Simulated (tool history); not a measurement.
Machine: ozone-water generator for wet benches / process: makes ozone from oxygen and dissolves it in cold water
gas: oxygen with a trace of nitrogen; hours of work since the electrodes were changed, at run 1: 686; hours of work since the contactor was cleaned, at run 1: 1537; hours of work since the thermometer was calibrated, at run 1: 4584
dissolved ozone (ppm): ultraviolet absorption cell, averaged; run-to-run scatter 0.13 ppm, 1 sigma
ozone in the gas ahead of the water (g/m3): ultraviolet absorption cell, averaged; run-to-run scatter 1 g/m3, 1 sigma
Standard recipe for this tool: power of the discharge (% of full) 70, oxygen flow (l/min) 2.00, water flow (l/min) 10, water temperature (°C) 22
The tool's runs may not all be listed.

| run | hour | power of the discharge (% of full) | oxygen flow (l/min) | water flow (l/min) | water temperature (°C) | hours of work since the electrodes were changed | hours of work since the contactor was cleaned | hours of work since the thermometer was calibrated | dissolved ozone (ppm) | ozone in the gas ahead of the water (g/m3) |
|---|---|---|---|---|---|---|---|---|---|---|
| 1 | 0.0 | 70 | 2.00 | 10 | 22 | 686 | 1537 | 4584 | 12.3 | 168.8 |
| 2 | 22.2 | 70 | 2.00 | 10 | 22 | 700 | 1551 | 4598 | 12.0 | 167.8 |
| 3 | 73.8 | 70 | 2.00 | 10 | 22 | 733 | 1584 | 4631 | 12.2 | 167.1 |
| 4 | 109.1 | 70 | 2.00 | 15 | 22 | 755 | 1607 | 4654 | 8.4 | 168.2 |
| 5 | 149.6 | 70 | 2.00 | 15 | 22 | 781 | 1633 | 4680 | 8.2 | 169.3 |
| 6 | 174.0 | 70 | 2.00 | 15 | 22 | 797 | 1648 | 4695 | 8.5 | 168.2 |
| 7 | 210.0 | 70 | 2.00 | 15 | 22 | 820 | 1671 | 4718 | 8.3 | 168.6 |
| 8 | 252.3 | 70 | 2.00 | 15 | 22 | 847 | 1698 | 4745 | 8.2 | 168.5 |
| 9 | 278.4 | 70 | 2.00 | 10 | 27 | 864 | 1715 | 4762 | 11.1 | 168.9 |
| 10 | 316.9 | 70 | 1.40 | 10 | 27 | 888 | 1740 | 4787 | 10.6 | 196.6 |
| 11 | 351.2 | 70 | 1.40 | 10 | 27 | 910 | 1762 | 4809 | 10.8 | 195.8 |
| 12 | 384.2 | 70 | 2.00 | 10 | 22 | 931 | 1783 | 4830 | 12.0 | 168.9 |
| 13 | 436.3 | 70 | 2.00 | 10 | 22 | 965 | 1816 | 4863 | 12.0 | 166.4 |
| 14 | 462.5 | 72 | 2.00 | 10 | 22 | 981 | 1833 | 4880 | 12.1 | 170.6 |
| 15 | 483.7 | 70 | 2.00 | 10 | 22 | 995 | 1846 | 4893 | 11.9 | 167.3 |
| 16 | 534.8 | 70 | 2.00 | 10 | 22 | 1028 | 1879 | 4926 | 11.7 | 166.9 |
| 17 | 578.1 | 70 | 1.19 | 10 | 22 | 1055 | 1907 | 4954 | 10.6 | 210.9 |
| 18 | 619.3 | 70 | 1.89 | 15 | 19 | 1082 | 1933 | 4980 | 8.2 | 172.1 |
| 19 | 656.8 | 70 | 2.28 | 15 | 19 | 1106 | 1957 | 5004 | 8.8 | 157.9 |
| 20 | 678.1 | 73 | 2.28 | 10 | 19 | 1119 | 1971 | 5018 | 13.0 | 162.7 |
| 21 | 719.5 | 73 | 1.99 | 10 | 22 | 1146 | 1997 | 5044 | 12.3 | 172.2 |
| 22 | 764.8 | 68 | 3.32 | 11 | 22 | 1175 | 2026 | 5073 | 11.2 | 132.0 |
| 23 | 796.4 | 53 | 1.34 | 10 | 20 | 1195 | 2046 | 5093 | 8.9 | 161.3 |
| 24 | 818.4 | 58 | 1.16 | 12 | 22 | 1209 | 2060 | 5107 | 7.7 | 182.3 |
| 25 | 869.6 | 82 | 2.00 | 10 | 23 | 1242 | 2093 | 5140 | 13.1 | 185.5 |
| 26 | 909.2 | 83 | 1.90 | 10 | 15 | 1267 | 2118 | 5166 | 14.3 | 189.9 |
| 27 | 936.4 | 83 | 1.90 | 10 | 15 | 1284 | 2136 | 5183 | 14.6 | 194.0 |
| 28 | 984.0 | 87 | 2.00 | 10 | 14 | 1315 | 2166 | 5213 | 15.3 | 192.7 |
| 29 | 1006.0 | 87 | 2.00 | 10 | 14 | 1329 | 2180 | 5227 | 15.6 | 194.5 |
| 30 | 1042.1 | 87 | 2.00 | 10 | 14 | 1352 | 2203 | 5251 | 15.2 | 193.9 |
| 31 | 1084.6 | 87 | 2.00 | 10 | 14 | 1379 | 2231 | 5278 | 15.1 | 193.2 |
| 32 | 1112.0 | 87 | 2.00 | 10 | 14 | 1397 | 2248 | 5295 | 15.2 | 193.5 |
| 33 | 1159.6 | 84 | 2.00 | 10 | 28 | 1427 | 2279 | 5326 | 12.6 | 188.8 |

What if the next run were any one of these 3? Each begins from the tool's condition after run 33:
| A | 1182.2 | 81 | 3.52 | 8 | 28 | 1442 | 2293 | 5340 | ? | ? |
| B | 1182.2 | 70 | 2.40 | 8 | 27 | 1442 | 2293 | 5340 | ? | ? |
| C | 1182.2 | 83 | 2.00 | 12 | 28 | 1442 | 2293 | 5340 | ? | ? |

| run | dissolved ozone (ppm) | ozone in the gas ahead of the water (g/m3) |
|---|---|---|
| A | 14.3 | 145.3 |
| B | 13.2 | 153.7 |
| C | 10.5 | 186.4 |
With no hidden state in the tool, these same runs would have given:
| run | dissolved ozone (ppm) | ozone in the gas ahead of the water (g/m3) |
|---|---|---|
| A | 15.5 | 151.8 |
| B | 14.3 | 159.9 |
| C | 11.4 | 194.9 |

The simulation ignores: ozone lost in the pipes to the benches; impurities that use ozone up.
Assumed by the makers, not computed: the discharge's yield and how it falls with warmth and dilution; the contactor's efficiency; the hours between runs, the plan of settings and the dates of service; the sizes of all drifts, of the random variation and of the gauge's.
